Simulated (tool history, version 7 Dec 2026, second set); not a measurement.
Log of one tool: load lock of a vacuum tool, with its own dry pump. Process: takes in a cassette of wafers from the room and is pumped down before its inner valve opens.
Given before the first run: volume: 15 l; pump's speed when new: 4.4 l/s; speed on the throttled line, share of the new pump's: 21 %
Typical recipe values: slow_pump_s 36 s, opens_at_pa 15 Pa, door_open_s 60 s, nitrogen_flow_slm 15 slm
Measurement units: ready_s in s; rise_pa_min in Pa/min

run    hour  slow_pump_s  opens_at_pa  door_open_s  nitrogen_flow_slm  incoming humidity of the room's air, %  ready_s  rise_pa_min
  1     0.0           36           15           60                 15                                    47.0     59.0        0.065
  2   206.6           36           11           60                 15                                    44.7     60.2        0.070
  3   531.7           36           11           60                 15                                    45.7     60.0        0.073
  4   754.8           36           15          173                 15                                    43.4     59.3        0.105
  5   961.6           36           15          173                 15                                    45.2     59.2        0.120
  6  1303.5           36           15           60                 41                                    46.7     59.0        0.074
  7  1700.1           31           15           60                 41                                    46.2     55.0        0.072
  8  1913.9           31           15           60                 41                                    43.3     55.2        0.080
  9  2159.3           36           15           60                 15                                    43.5     59.2        0.100
 10  2442.9           36           15           60                 15                                    47.2     59.3        0.105
 11  2744.7           20           15           60                 15                                    41.8     46.7        0.115
 12  2966.5           36           12           82                 15                                    47.4     60.1        0.126
 13  3173.1           36           12           82                 15                                    44.6     60.1        0.128
 14  3452.5           67           25          111                 30                                    43.5     82.2        0.124
 15  3699.6           40           25          111                 13                                    43.3     61.1        0.150
 16  3885.0           40           25          111                 13                                    40.9     60.8        0.154
 17  4066.2           40           25          111                 16                                    42.0     60.7        0.153
 18  4315.9           35           15           60                 15                                    45.8     58.7        0.153
 19  4668.3           31           13           60                 15                                    44.1     56.3        0.158

3 ways to go on from here, each from the tool as it stands after run 19. What would each give?
  A  5030.1           44           13           32                 15                                    46.4        ?            ?
  B  5030.1           36           15           60                 15                                    44.6        ?            ?
  C  5030.1           36           15           81                 15                                    47.1        ?            ?

run  ready_s  rise_pa_min
  A     66.4        0.156
  B     59.7        0.168
  C     59.9        0.178
Take away the tool's hidden state, keep each run's random variation, and the runs would have read:
run  ready_s  rise_pa_min
  A     65.2        0.039
  B     58.4        0.046
  C     58.7        0.060
